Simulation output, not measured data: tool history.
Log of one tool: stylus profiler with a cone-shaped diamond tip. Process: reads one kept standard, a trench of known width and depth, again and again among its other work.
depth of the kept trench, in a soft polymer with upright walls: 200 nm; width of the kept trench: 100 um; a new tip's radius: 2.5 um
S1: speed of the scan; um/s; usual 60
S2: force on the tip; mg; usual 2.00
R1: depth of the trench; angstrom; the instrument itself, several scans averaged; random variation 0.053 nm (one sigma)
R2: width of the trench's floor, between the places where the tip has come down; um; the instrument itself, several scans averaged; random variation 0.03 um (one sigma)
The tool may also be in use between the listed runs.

| run | day | S1 | S2 | R1 | R2 |
|---|---|---|---|---|---|
| 1 | 0.000 | 60 | 2.00 | 2027.8 | 97.61 |
| 2 | 4.692 | 60 | 2.00 | 2028.3 | 97.66 |
| 3 | 7.904 | 60 | 2.00 | 2027.3 | 97.66 |
| 4 | 12.908 | 60 | 2.47 | 2032.5 | 97.67 |
| 5 | 16.962 | 60 | 2.47 | 2032.3 | 97.69 |
| 6 | 20.408 | 60 | 2.00 | 2027.5 | 97.68 |
| 7 | 23.379 | 60 | 2.00 | 2027.4 | 97.65 |
| 8 | 28.112 | 35 | 2.00 | 2026.5 | 97.85 |
| 9 | 32.833 | 35 | 2.00 | 2028.0 | 97.78 |
| 10 | 36.458 | 35 | 2.00 | 2028.5 | 97.81 |
| 11 | 41.850 | 35 | 2.00 | 2028.0 | 97.84 |
| 12 | 45.612 | 60 | 2.00 | 2027.4 | 97.64 |
| 13 | 49.408 | 60 | 2.00 | 2027.7 | 97.63 |
| 14 | 54.000 | 60 | 2.00 | 2027.8 | 97.63 |
| 15 | 56.329 | 60 | 5.24 | 2052.4 | 97.79 |
| 16 | 58.825 | 60 | 5.24 | 2052.8 | 97.81 |
| 17 | 62.879 | 60 | 5.24 | 2053.1 | 97.79 |
| 18 | 67.996 | 60 | 1.90 | 2027.5 | 97.65 |
| 19 | 71.888 | 17 | 1.90 | 2026.1 | 97.91 |
| 20 | 75.800 | 17 | 1.90 | 2026.5 | 97.88 |
| 21 | 80.146 | 17 | 1.90 | 2027.3 | 97.99 |
| 22 | 84.154 | 60 | 2.29 | 2029.6 | 97.70 |
| 23 | 89.296 | 60 | 2.29 | 2030.3 | 97.69 |
| 24 | 92.658 | 213 | 1.23 | 2020.3 | 96.28 |
| 25 | 95.117 | 233 | 3.68 | 2041.9 | 96.96 |
| 26 | 99.783 | 163 | 2.22 | 2029.5 | 97.09 |
| 27 | 104.812 | 53 | 1.57 | 2023.3 | 97.67 |
|  | 109.329 | height scale calibrated on a step standard |
| 28 | 109.979 | 42 | 0.81 | 2015.4 | 97.61 |
| 29 | 112.317 | 42 | 0.81 | 2014.2 | 97.58 |
| 30 | 117.729 | 42 | 0.81 | 2015.5 | 97.62 |
| 31 | 123.038 | 25 | 3.10 | 2036.8 | 97.88 |
|  | 124.471 | new tip fitted, height scale calibrated |
| 32 | 126.771 | 25 | 3.10 | 2036.2 | 97.90 |
| 33 | 129.404 | 56 | 3.37 | 2038.6 | 97.76 |
| 34 | 133.538 | 56 | 3.37 | 2037.7 | 97.77 |
| 35 | 139.229 | 56 | 3.37 | 2039.3 | 97.79 |
| 36 | 143.371 | 106 | 4.28 | 2045.8 | 97.58 |
| 37 | 148.538 | 106 | 4.28 | 2045.5 | 97.59 |
| 38 | 151.554 | 16 | 0.68 | 2014.8 | 97.88 |
| 39 | 157.042 | 16 | 0.68 | 2013.5 | 97.84 |
| 40 | 160.446 | 185 | 1.15 | 2018.9 | 96.58 |
| 41 | 163.708 | 185 | 1.15 | 2018.6 | 96.47 |

The same runs without the tool's hidden state, with the same run-to-run variation:
The hidden state here: radius of the tip, um; height scale over the true one, %; drift of the gauge itself on depth_nm, %; drift of the gauge itself on floor_um, %.
| run | R2 |
|---|---|
| 1 | 97.62 |
| 2 | 97.67 |
| 3 | 97.67 |
| 4 | 97.68 |
| 5 | 97.70 |
| 6 | 97.69 |
| 7 | 97.67 |
| 8 | 97.87 |
| 9 | 97.80 |
| 10 | 97.83 |
| 11 | 97.85 |
| 12 | 97.66 |
| 13 | 97.64 |
| 14 | 97.65 |
| 15 | 97.81 |
| 16 | 97.83 |
| 17 | 97.81 |
| 18 | 97.67 |
| 19 | 97.94 |
| 20 | 97.90 |
| 21 | 98.02 |
| 22 | 97.73 |
| 23 | 97.72 |
| 24 | 96.31 |
| 25 | 96.98 |
| 26 | 97.12 |
| 27 | 97.70 |
| 28 | 97.64 |
| 29 | 97.61 |
| 30 | 97.65 |
| 31 | 97.91 |
| 32 | 97.90 |
| 33 | 97.76 |
| 34 | 97.77 |
| 35 | 97.79 |
| 36 | 97.59 |
| 37 | 97.60 |
| 38 | 97.89 |
| 39 | 97.84 |
| 40 | 96.59 |
| 41 | 96.47 |
R1: within 0.3 angstrom of the measured result in every run.
